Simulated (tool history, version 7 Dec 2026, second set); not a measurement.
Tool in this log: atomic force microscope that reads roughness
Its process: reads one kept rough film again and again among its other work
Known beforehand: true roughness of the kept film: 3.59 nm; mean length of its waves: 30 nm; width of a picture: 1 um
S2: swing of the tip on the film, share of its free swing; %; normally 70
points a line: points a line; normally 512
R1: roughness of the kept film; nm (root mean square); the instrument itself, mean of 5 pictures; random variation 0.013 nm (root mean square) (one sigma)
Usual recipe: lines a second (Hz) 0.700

{"run": 1, "hour": 0.0, "lines a second (Hz)": 0.7, "S2": 70, "points a line": 512, "R1": 3.008}
{"run": 2, "hour": 21.5, "lines a second (Hz)": 0.7, "S2": 70, "points a line": 512, "R1": 3.005}
{"run": 3, "hour": 50.9, "lines a second (Hz)": 0.7, "S2": 70, "points a line": 512, "R1": 3.015}
{"hour": 54.1, "done": "new tip fitted"}
{"run": 4, "hour": 70.7, "lines a second (Hz)": 0.7, "S2": 70, "points a line": 512, "R1": 3.007}
{"run": 5, "hour": 94.3, "lines a second (Hz)": 0.7, "S2": 70, "points a line": 512, "R1": 2.985}
{"run": 6, "hour": 120.8, "lines a second (Hz)": 0.7, "S2": 70, "points a line": 685, "R1": 3.015}
{"hour": 142.3, "done": "new tip fitted"}
{"run": 7, "hour": 150.3, "lines a second (Hz)": 0.7, "S2": 70, "points a line": 661, "R1": 3.025}
{"run": 8, "hour": 171.0, "lines a second (Hz)": 3.627, "S2": 70, "points a line": 512, "R1": 2.727}
{"run": 9, "hour": 200.2, "lines a second (Hz)": 0.7, "S2": 70, "points a line": 512, "R1": 3.012}
{"run": 10, "hour": 219.4, "lines a second (Hz)": 0.7, "S2": 70, "points a line": 512, "R1": 3.002}
{"hour": 229.3, "done": "new tip fitted"}
{"run": 11, "hour": 239.9, "lines a second (Hz)": 0.7, "S2": 70, "points a line": 512, "R1": 3.003}
{"run": 12, "hour": 258.2, "lines a second (Hz)": 0.7, "S2": 70, "points a line": 512, "R1": 3.003}
{"run": 13, "hour": 274.3, "lines a second (Hz)": 0.7, "S2": 70, "points a line": 512, "R1": 3.012}
{"run": 14, "hour": 299.6, "lines a second (Hz)": 0.7, "S2": 70, "points a line": 512, "R1": 3.026}
{"hour": 316.7, "done": "new tip fitted"}
{"run": 15, "hour": 317.0, "lines a second (Hz)": 0.7, "S2": 70, "points a line": 512, "R1": 2.984}
{"run": 16, "hour": 343.6, "lines a second (Hz)": 0.7, "S2": 70, "points a line": 512, "R1": 3.01}
{"run": 17, "hour": 372.3, "lines a second (Hz)": 0.7, "S2": 70, "points a line": 512, "R1": 2.968}
{"run": 18, "hour": 395.2, "lines a second (Hz)": 0.7, "S2": 70, "points a line": 512, "R1": 3.001}
{"hour": 405.2, "done": "new tip fitted"}
{"run": 19, "hour": 407.7, "lines a second (Hz)": 0.7, "S2": 70, "points a line": 512, "R1": 3.01}
{"run": 20, "hour": 422.2, "lines a second (Hz)": 0.7, "S2": 70, "points a line": 512, "R1": 3.008}
{"run": 21, "hour": 439.5, "lines a second (Hz)": 0.7, "S2": 70, "points a line": 512, "R1": 3.014}
{"run": 22, "hour": 465.3, "lines a second (Hz)": 0.7, "S2": 70, "points a line": 512, "R1": 3.007}
{"run": 23, "hour": 481.8, "lines a second (Hz)": 0.7, "S2": 70, "points a line": 512, "R1": 3.016}
{"hour": 493.5, "done": "new tip fitted"}
{"run": 24, "hour": 496.8, "lines a second (Hz)": 0.814, "S2": 70, "points a line": 608, "R1": 3.01}
{"run": 25, "hour": 515.4, "lines a second (Hz)": 0.814, "S2": 70, "points a line": 456, "R1": 2.992}
{"run": 26, "hour": 539.7, "lines a second (Hz)": 0.814, "S2": 70, "points a line": 456, "R1": 2.981}
{"run": 27, "hour": 553.4, "lines a second (Hz)": 0.814, "S2": 70, "points a line": 585, "R1": 2.99}
{"hour": 580.4, "done": "new tip fitted"}
{"run": 28, "hour": 581.2, "lines a second (Hz)": 0.814, "S2": 70, "points a line": 585, "R1": 2.989}
{"run": 29, "hour": 593.8, "lines a second (Hz)": 1.646, "S2": 70, "points a line": 585, "R1": 2.903}
{"run": 30, "hour": 620.0, "lines a second (Hz)": 1.646, "S2": 70, "points a line": 347, "R1": 2.902}
{"run": 31, "hour": 636.7, "lines a second (Hz)": 0.782, "S2": 87, "points a line": 512, "R1": 2.884}
{"run": 32, "hour": 662.7, "lines a second (Hz)": 1.858, "S2": 70, "points a line": 588, "R1": 2.895}
{"hour": 668.8, "done": "new tip fitted"}
{"run": 33, "hour": 688.2, "lines a second (Hz)": 1.858, "S2": 70, "points a line": 588, "R1": 2.911}
{"run": 34, "hour": 717.3, "lines a second (Hz)": 1.703, "S2": 69, "points a line": 345, "R1": 2.906}
{"run": 35, "hour": 737.2, "lines a second (Hz)": 1.703, "S2": 69, "points a line": 345, "R1": 2.875}
{"hour": 757.5, "done": "new tip fitted"}
{"run": 36, "hour": 758.2, "lines a second (Hz)": 0.707, "S2": 80, "points a line": 289, "R1": 2.93}
{"run": 37, "hour": 782.1, "lines a second (Hz)": 0.7, "S2": 82, "points a line": 472, "R1": 2.939}
{"run": 38, "hour": 810.5, "lines a second (Hz)": 0.7, "S2": 82, "points a line": 472, "R1": 2.927}
{"run": 39, "hour": 837.3, "lines a second (Hz)": 0.817, "S2": 75, "points a line": 315, "R1": 2.944}
{"hour": 844.7, "done": "new tip fitted"}
{"run": 40, "hour": 855.2, "lines a second (Hz)": 0.817, "S2": 75, "points a line": 315, "R1": 2.965}

What will run 41 give?
{"run": 41, "hour": 871.7, "lines a second (Hz)": 0.7, "S2": 89, "points a line": 847, "R1": "?"}

{"run 41": {"R1": 2.914}}
If the tool had no hidden condition, the same run with the same run-to-run variation would have returned R1 2.916 nm (root mean square).

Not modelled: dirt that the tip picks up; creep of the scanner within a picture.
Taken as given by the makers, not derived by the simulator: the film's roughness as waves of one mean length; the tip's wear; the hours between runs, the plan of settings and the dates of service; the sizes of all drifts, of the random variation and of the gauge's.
